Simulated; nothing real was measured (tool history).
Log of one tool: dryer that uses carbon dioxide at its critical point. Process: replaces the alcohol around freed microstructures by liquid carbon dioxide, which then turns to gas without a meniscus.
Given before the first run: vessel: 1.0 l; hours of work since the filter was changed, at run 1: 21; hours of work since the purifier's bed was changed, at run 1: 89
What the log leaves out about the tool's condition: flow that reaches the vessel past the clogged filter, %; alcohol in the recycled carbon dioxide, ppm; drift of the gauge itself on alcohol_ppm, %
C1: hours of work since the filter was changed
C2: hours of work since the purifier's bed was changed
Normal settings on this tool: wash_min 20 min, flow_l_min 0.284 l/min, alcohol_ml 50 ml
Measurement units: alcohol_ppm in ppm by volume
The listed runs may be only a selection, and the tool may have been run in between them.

run 1 day=0 | wash_min=20 flow_l_min=0.284 alcohol_ml=50 | C1=21 C2=89 | alcohol_ppm=427
run 2 day=0.379 | wash_min=20 flow_l_min=0.284 alcohol_ml=50 | C1=26 C2=93 | alcohol_ppm=425
run 3 day=0.871 | wash_min=20 flow_l_min=0.284 alcohol_ml=50 | C1=32 C2=99 | alcohol_ppm=453
run 4 day=1.267 | wash_min=16 flow_l_min=0.284 alcohol_ml=50 | C1=36 C2=104 | alcohol_ppm=1099
run 5 day=1.679 | wash_min=20 flow_l_min=0.303 alcohol_ml=50 | C1=41 C2=109 | alcohol_ppm=342
run 6 day=2.042 | wash_min=19 flow_l_min=0.284 alcohol_ml=50 | C1=46 C2=114 | alcohol_ppm=588
run 7 day=2.379 | wash_min=20 flow_l_min=0.284 alcohol_ml=90 | C1=50 C2=118 | alcohol_ppm=810
run 8 day=2.883 | wash_min=20 flow_l_min=0.284 alcohol_ml=90 | C1=56 C2=124 | alcohol_ppm=822
run 9 day=3.512 | wash_min=18 flow_l_min=0.284 alcohol_ml=50 | C1=64 C2=131 | alcohol_ppm=775
run 10 day=3.933 | wash_min=18 flow_l_min=0.284 alcohol_ml=50 | C1=69 C2=136 | alcohol_ppm=783
run 11 day=4.654 | wash_min=18 flow_l_min=0.284 alcohol_ml=50 | C1=77 C2=145 | alcohol_ppm=803
run 12 day=5.233 | wash_min=18 flow_l_min=0.284 alcohol_ml=50 | C1=84 C2=152 | alcohol_ppm=853
run 13 day=5.704 | wash_min=18 flow_l_min=0.284 alcohol_ml=70 | C1=90 C2=158 | alcohol_ppm=1139
run 14 day=6.254 | wash_min=20 flow_l_min=0.284 alcohol_ml=50 | C1=97 C2=164 | alcohol_ppm=575
run 15 day=6.833 | wash_min=20 flow_l_min=0.284 alcohol_ml=50 | C1=104 C2=171 | alcohol_ppm=586
run 16 day=7.292 | wash_min=32 flow_l_min=0.284 alcohol_ml=50 | C1=109 C2=177 | alcohol_ppm=119
run 17 day=7.883 | wash_min=21 flow_l_min=0.198 alcohol_ml=50 | C1=116 C2=184 | alcohol_ppm=2002
run 18 day=8.542 | wash_min=14 flow_l_min=0.26 alcohol_ml=29 | C1=124 C2=192 | alcohol_ppm=1680
run 19 day=9.075 | wash_min=27 flow_l_min=0.261 alcohol_ml=27 | C1=131 C2=199 | alcohol_ppm=197
run 20 day=9.396 | wash_min=12 flow_l_min=0.244 alcohol_ml=30 | C1=135 C2=202 | alcohol_ppm=3234
run 21 day=9.867 | wash_min=26 flow_l_min=0.251 alcohol_ml=34 | C1=140 C2=208 | alcohol_ppm=306
run 22 day=10.5 | wash_min=26 flow_l_min=0.251 alcohol_ml=34 | C1=148 C2=216 | alcohol_ppm=318
run 23 day=10.892 | wash_min=24 flow_l_min=0.284 alcohol_ml=50 | C1=153 C2=221 | alcohol_ppm=343
run 24 day=11.529 | wash_min=20 flow_l_min=0.284 alcohol_ml=32 | C1=160 C2=228 | alcohol_ppm=512
run 25 day=11.983 | wash_min=18 flow_l_min=0.254 alcohol_ml=41 | C1=166 C2=234 | alcohol_ppm=1322
run 26 day=12.304 | wash_min=20 flow_l_min=0.247 alcohol_ml=50 | C1=170 C2=238 | alcohol_ppm=1316
run 27 day=12.929 | wash_min=20 flow_l_min=0.247 alcohol_ml=45 | C1=177 C2=245 | alcohol_ppm=1203
run 28 day=13.383 | wash_min=19 flow_l_min=0.172 alcohol_ml=59 | C1=183 C2=251 | alcohol_ppm=5445
run 29 day=14.008 | wash_min=24 flow_l_min=0.302 alcohol_ml=20 | C1=190 C2=258 | alcohol_ppm=200
-- day=14.312 inlet filter changed
run 30 day=14.662 | wash_min=24 flow_l_min=0.302 alcohol_ml=20 | C1=4 C2=266 | alcohol_ppm=162
run 31 day=15.004 | wash_min=18 flow_l_min=0.47 alcohol_ml=50 | C1=8 C2=270 | alcohol_ppm=149

Branching from run 31: 4 alternative next runs. What would each branch give?
run A day=15.562 | wash_min=12 flow_l_min=0.19 alcohol_ml=50 | C1=15 C2=277 | alcohol_ppm=?
run B day=15.562 | wash_min=20 flow_l_min=0.209 alcohol_ml=31 | C1=15 C2=277 | alcohol_ppm=?
run C day=15.562 | wash_min=27 flow_l_min=0.224 alcohol_ml=71 | C1=15 C2=277 | alcohol_ppm=?
run D day=15.562 | wash_min=20 flow_l_min=0.284 alcohol_ml=49 | C1=15 C2=277 | alcohol_ppm=?

run=A alcohol_ppm=7397
run=B alcohol_ppm=1007
run=C alcohol_ppm=514
run=D alcohol_ppm=468
Stripped of hidden state, with their random variation kept, the same runs would have yielded:
run=A alcohol_ppm=7121
run=B alcohol_ppm=851
run=C alcohol_ppm=372
run=D alcohol_ppm=329

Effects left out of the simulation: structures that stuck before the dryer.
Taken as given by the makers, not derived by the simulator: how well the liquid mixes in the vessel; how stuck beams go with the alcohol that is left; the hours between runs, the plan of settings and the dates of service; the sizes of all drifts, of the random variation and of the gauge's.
